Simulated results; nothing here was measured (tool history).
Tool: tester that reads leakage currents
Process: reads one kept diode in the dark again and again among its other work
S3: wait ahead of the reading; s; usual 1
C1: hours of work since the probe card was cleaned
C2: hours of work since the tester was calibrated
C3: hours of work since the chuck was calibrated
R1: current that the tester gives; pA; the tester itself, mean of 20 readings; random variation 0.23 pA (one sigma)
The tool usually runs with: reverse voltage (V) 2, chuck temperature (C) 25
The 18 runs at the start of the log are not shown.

At day 72.542: tester calibrated.
Run 19, day 76.692: usual settings but reverse voltage (V) 1.16; C1 778; C2 76; C3 607. Result: R1 50.94 pA.
At day 78.338: chuck's temperature calibrated.
Run 20, day 81.2: usual settings but reverse voltage (V) 2.59; C1 859; C2 157; C3 53. Result: R1 89.97 pA.
Run 21, day 86.967: usual settings but reverse voltage (V) 2.59; C1 965; C2 263; C3 158. Result: R1 87.93 pA.
Run 22, day 92.892: usual settings but reverse voltage (V) 2.59; C1 1074; C2 372; C3 267. Result: R1 86.2 pA.
Run 23, day 97.242: usual settings but reverse voltage (V) 1.18, chuck temperature (C) 42; C1 1154; C2 452; C3 347. Result: R1 191.44 pA.
Run 24, day 102.979: usual settings but reverse voltage (V) 19.04, chuck temperature (C) 56; C1 1259; C2 557; C3 452. Result: R1 2046.41 pA.
Run 25, day 108.338: usual settings but reverse voltage (V) 19.04, chuck temperature (C) 56; C1 1357; C2 655; C3 551. Result: R1 2012.84 pA.
At day 111.588: probe card cleaned and baked.
At day 113.217: chuck's temperature calibrated.
Run 26, day 113.217: usual settings but reverse voltage (V) 9.66, chuck temperature (C) 37, S3 2.65 s; C1 28; C2 741; C3 0. Result: R1 433.38 pA.
Run 27, day 116.942: usual settings but reverse voltage (V) 15.74, S3 0.65 s; C1 97; C2 810; C3 68. Result: R1 228.45 pA.
Run 28, day 120.167: usual settings but reverse voltage (V) 5.87, chuck temperature (C) 31; C1 156; C2 869; C3 128. Result: R1 212.48 pA.
Run 29, day 124.912: usual settings but reverse voltage (V) 3.02, chuck temperature (C) 50, S3 4.24 s; C1 243; C2 956; C3 215. Result: R1 561.85 pA.
Run 30, day 131.425: usual settings but reverse voltage (V) 1.18, chuck temperature (C) 50, S3 0.3 s; C1 363; C2 1075; C3 334. Result: R1 341.74 pA.

Estimate the outcome of run 31 from the log above:
Run 31, day 136.496: usual settings but reverse voltage (V) 8.67, S3 3.02 s; C1 456; C2 1169; C3 427. Result: R1 ?.

Run 31 measured R1 158.84 pA.
On a tool with no hidden condition, and with the same random variation, this run would have come out at R1 162.28 pA.
